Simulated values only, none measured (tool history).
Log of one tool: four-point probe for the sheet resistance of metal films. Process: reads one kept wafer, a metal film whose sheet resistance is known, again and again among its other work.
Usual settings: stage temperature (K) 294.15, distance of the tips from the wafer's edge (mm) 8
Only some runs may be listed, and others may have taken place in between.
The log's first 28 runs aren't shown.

run,hour,stage temperature (K),distance of the tips from the wafer's edge (mm),touches since the probe head was changed,hours of work since the stage's thermometer was calibrated,sheet resistance as the instrument gives it (ohm/square)
29,1435.1,297.15,4,104415,1930,0.114812
30,1508.7,300.15,65,107856,1985,0.113337
31,1551.6,300.15,65,109864,2018,0.113368
32,1613.3,299.15,4,112747,2064,0.11486
33,1647.3,305.15,7,114339,2090,0.113836
34,1718.5,302.15,8,117667,2143,0.113737
35,1780.4,302.15,8,120562,2190,0.11372
36,1822.9,297.15,4,122550,2222,0.114854
37,1878.9,297.15,4,125169,2264,0.114856
38,1909.6,299.15,8,126608,2287,0.113735
39,1972.5,305.15,48,129550,2334,0.113377
40,2025,301.15,5,132003,2374,0.114301
41,2090.8,299.15,5,135079,2423,0.114275
42,2163.1,302.15,63,138462,2478,0.113365
43,2200.2,302.15,63,140194,2505,0.113317
44,2273.1,306.15,8,143607,2560,0.113719
45,2324.7,292.15,34,146017,2599,0.113317

Forecast each of these 3 alternatives for the next run:
A,2374.5,306.15,46,148346,2637,?
B,2374.5,292.15,3,148346,2637,?
C,2374.5,294.15,62,148346,2637,?

run,sheet resistance as the instrument gives it (ohm/square)
A,0.113386
B,0.11592
C,0.113299
Without the tool's hidden state the same runs would have given:
run,sheet resistance as the instrument gives it (ohm/square)
A,0.113399
B,0.115934
C,0.113312
